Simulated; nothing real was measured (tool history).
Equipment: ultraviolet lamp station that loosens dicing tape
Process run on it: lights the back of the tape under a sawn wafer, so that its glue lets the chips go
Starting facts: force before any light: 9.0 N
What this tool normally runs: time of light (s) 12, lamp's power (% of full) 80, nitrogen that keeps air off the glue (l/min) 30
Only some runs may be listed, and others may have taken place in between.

run   hour  time of light (s)  lamp's power (% of full)  nitrogen that keeps air off the glue (l/min)  force that peels the tape off (N)  light that reached the tape (mJ/cm²)
  1    0.0                 12                        80                                            30                              0.287                                   539
  2    7.3                 12                        80                                            30                              0.270                                   539
  3   13.3                 12                        68                                            30                              0.403                                   464
  4   21.1                 12                        68                                            30                              0.419                                   457
  5   27.9                 12                        77                                            30                              0.307                                   517
  6   36.3                 12                        77                                            30                              0.296                                   524
  7   43.5                 12                        77                                            30                              0.305                                   519
  8   52.4                 12                        77                                            30                              0.303                                   520
  9   56.7                 12                        77                                            30                              0.298                                   523
 10   66.3                 12                        77                                            30                              0.312                                   519
 11   72.9                 12                        77                                            30                              0.307                                   525
 12   77.7                 12                        79                                            30                              0.285                                   533
 13   81.8                 15                        76                                            31                              0.211                                   639
 14   87.5                  7                        84                                            15                              1.184                                   329
 15   96.0                 12                        80                                            46                              0.246                                   542
 16  100.9                 22                        80                                            30                              0.146                                   989
 17  109.6                 22                        80                                            30                              0.144                                   998

Alternative continuations, all from the tool just after run 17; predict every row:
  A  115.3                  9                        80                                            30                                  ?                                     ?
  B  115.3                  7                        63                                            52                                  ?                                     ?
  C  115.3                 12                        86                                            30                                  ?                                     ?

run  force that peels the tape off (N)  light that reached the tape (mJ/cm²)
  A                              0.526                                   408
  B                              1.229                                   249
  C                              0.249                                   581
With no hidden state in the tool, these same runs would have given:
run  force that peels the tape off (N)  light that reached the tape (mJ/cm²)
  A                              0.524                                   409
  B                              1.226                                   249
  C                              0.249                                   582

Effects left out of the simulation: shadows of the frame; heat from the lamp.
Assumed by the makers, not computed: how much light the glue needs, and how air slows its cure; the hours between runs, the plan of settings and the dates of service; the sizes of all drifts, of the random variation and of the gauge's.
